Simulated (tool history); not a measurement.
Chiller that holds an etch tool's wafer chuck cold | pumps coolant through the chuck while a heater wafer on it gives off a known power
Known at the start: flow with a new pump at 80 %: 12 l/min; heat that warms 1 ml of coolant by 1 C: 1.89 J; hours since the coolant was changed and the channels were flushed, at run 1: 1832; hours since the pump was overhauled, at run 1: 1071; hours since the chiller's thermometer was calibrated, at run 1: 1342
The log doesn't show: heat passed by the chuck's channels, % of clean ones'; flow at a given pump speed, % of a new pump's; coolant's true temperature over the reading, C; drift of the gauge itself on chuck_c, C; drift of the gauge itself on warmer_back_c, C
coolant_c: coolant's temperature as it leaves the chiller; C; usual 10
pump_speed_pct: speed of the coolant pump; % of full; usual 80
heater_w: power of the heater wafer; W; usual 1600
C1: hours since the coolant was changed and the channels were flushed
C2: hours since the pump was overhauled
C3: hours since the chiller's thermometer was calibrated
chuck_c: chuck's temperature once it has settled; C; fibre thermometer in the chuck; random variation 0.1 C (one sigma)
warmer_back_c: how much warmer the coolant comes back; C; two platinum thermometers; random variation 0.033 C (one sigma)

Run 1, hour 0: usual settings; C1 1832; C2 1071; C3 1342. Result: chuck_c 21.6 C, warmer_back_c 4.27 C.
Run 2, hour 77: usual settings; C1 1909; C2 1148; C3 1419. Result: chuck_c 21.9 C, warmer_back_c 4.28 C.
Run 3, hour 171.8: usual settings; C1 2004; C2 1243; C3 1514. Result: chuck_c 21.7 C, warmer_back_c 4.25 C.
Run 4, hour 228.6: usual settings; C1 2060; C2 1300; C3 1571. Result: chuck_c 21.6 C, warmer_back_c 4.29 C.
At hour 234.9: chiller's thermometer calibrated.
Run 5, hour 336.5: usual settings; C1 2167; C2 1407; C3 102. Result: chuck_c 22.1 C, warmer_back_c 4.32 C.
Run 6, hour 440.3: usual settings but coolant_c 4 C, pump_speed_pct 66 % of full, heater_w 2042 W; C1 2271; C2 1511; C3 205. Result: chuck_c 20.8 C, warmer_back_c 6.7 C.
Run 7, hour 521.5: usual settings but coolant_c 2 C, pump_speed_pct 71 % of full, heater_w 905 W; C1 2352; C2 1592; C3 287. Result: chuck_c 9.5 C, warmer_back_c 2.77 C.
Run 8, hour 573.2: usual settings but coolant_c 7 C, pump_speed_pct 71 % of full, heater_w 1884 W; C1 2404; C2 1644; C3 338. Result: chuck_c 22 C, warmer_back_c 5.66 C.
At hour 632.2: chiller's thermometer calibrated, once more.
Run 9, hour 645: usual settings but coolant_c 2 C, pump_speed_pct 90 % of full, heater_w 1058 W; C1 2475; C2 1715; C3 13. Result: chuck_c 9.1 C, warmer_back_c 2.55 C.
Run 10, hour 702.3: usual settings but coolant_c 11 C, pump_speed_pct 89 % of full, heater_w 1058 W; C1 2532; C2 1772; C3 70. Result: chuck_c 18.3 C, warmer_back_c 2.62 C.

Forecast each of these 3 alternatives for the next run:
Run A, hour 788.1: usual settings but coolant_c 8 C, pump_speed_pct 86 % of full; C1 2618; C2 1858; C3 156. Result: chuck_c ?, warmer_back_c ?.
Run B, hour 788.1: usual settings but coolant_c 11 C, pump_speed_pct 90 % of full, heater_w 1135 W; C1 2618; C2 1858; C3 156. Result: chuck_c ?, warmer_back_c ?.
Run C, hour 788.1: usual settings but pump_speed_pct 93 % of full; C1 2618; C2 1858; C3 156. Result: chuck_c ?, warmer_back_c ?.

run  chuck_c  warmer_back_c
  A     19.2           4.01
  B     18.8           2.74
  C     20.9           3.68
Without the tool's hidden state the same runs would have given:
run  chuck_c  warmer_back_c
  A     18.5           3.91
  B     18.3           2.67
  C     20.2           3.59

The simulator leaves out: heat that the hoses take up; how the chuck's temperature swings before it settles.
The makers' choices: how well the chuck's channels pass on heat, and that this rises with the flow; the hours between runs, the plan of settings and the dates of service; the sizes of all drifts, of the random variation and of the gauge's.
